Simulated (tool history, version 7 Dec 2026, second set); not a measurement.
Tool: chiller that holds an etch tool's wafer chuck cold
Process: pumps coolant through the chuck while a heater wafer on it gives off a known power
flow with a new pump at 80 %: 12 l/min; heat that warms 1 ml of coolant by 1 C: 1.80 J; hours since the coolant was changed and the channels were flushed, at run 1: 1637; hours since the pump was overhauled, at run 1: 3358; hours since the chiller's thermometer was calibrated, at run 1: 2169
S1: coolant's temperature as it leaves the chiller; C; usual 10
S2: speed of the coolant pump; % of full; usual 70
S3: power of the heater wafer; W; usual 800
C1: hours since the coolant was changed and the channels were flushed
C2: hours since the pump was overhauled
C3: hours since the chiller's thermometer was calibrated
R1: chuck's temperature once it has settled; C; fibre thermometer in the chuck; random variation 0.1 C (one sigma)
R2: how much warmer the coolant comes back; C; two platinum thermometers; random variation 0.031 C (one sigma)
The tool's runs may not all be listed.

run,day,S1,S2,S3,C1,C2,C3,R1,R2
1,0,10,70,800,1637,3358,2169,17.9,2.53
2,3.175,10,70,800,1713,3434,2245,17.9,2.62
3,6.662,10,70,800,1797,3518,2329,18,2.57
4,8.429,10,85,800,1839,3560,2372,16.5,2.09
5,10.583,10,85,800,1891,3612,2423,16.7,2.14
6,12.5,9,85,800,1937,3658,2469,15.6,2.05
7,16.4,10,70,800,2031,3752,2563,17.9,2.58
8,18.596,7,70,800,2083,3804,2615,14.9,2.55
9,21.596,7,70,800,2155,3876,2688,14.8,2.51
# day 24.317: chiller's thermometer calibrated
10,25.562,7,70,800,2250,3970,30,15,2.55
11,28,10,70,800,2308,4029,88,18,2.48
12,31.517,10,70,491,2393,4113,173,15,1.58
13,33.658,10,90,800,2444,4165,224,16.3,1.99
14,37.362,10,90,800,2533,4254,313,16.3,1.95
15,40.971,10,70,800,2619,4340,400,18.2,2.58
16,43.138,10,70,800,2671,4392,452,18,2.55
17,45.812,11,82,525,2736,4456,516,15.7,1.37
18,47.817,0,82,694,2784,4505,564,6,1.88
19,49.804,6,72,875,2831,4552,612,14.6,2.7
20,52.317,10,70,767,2892,4612,672,17.6,2.49
21,54.471,1,70,625,2943,4664,724,7.2,2.02
22,56.421,10,97,421,2990,4711,771,12.9,0.95
23,59.933,2,84,737,3074,4795,855,8.1,1.91
24,62.496,1,84,785,3136,4857,916,7.5,2.14
25,64.388,10,70,448,3181,4902,962,14.5,1.44
26,68.221,9,85,448,3273,4994,1054,12.8,1.14
27,69.979,9,85,448,3316,5036,1096,12.7,1.13
28,73.871,13,85,680,3409,5130,1189,18.6,1.74
29,75.946,13,85,680,3459,5180,1239,18.5,1.77
30,77.975,14,100,501,3507,5228,1288,17.6,1.12
31,80.879,10,70,800,3577,5298,1358,18,2.57

How the hidden state differs across the entries between the runs, from the last listed run before each to the first after it:
Between runs 9 and 10: chiller's thermometer calibrated (day 24.317)
  no hidden state differs between the two runs

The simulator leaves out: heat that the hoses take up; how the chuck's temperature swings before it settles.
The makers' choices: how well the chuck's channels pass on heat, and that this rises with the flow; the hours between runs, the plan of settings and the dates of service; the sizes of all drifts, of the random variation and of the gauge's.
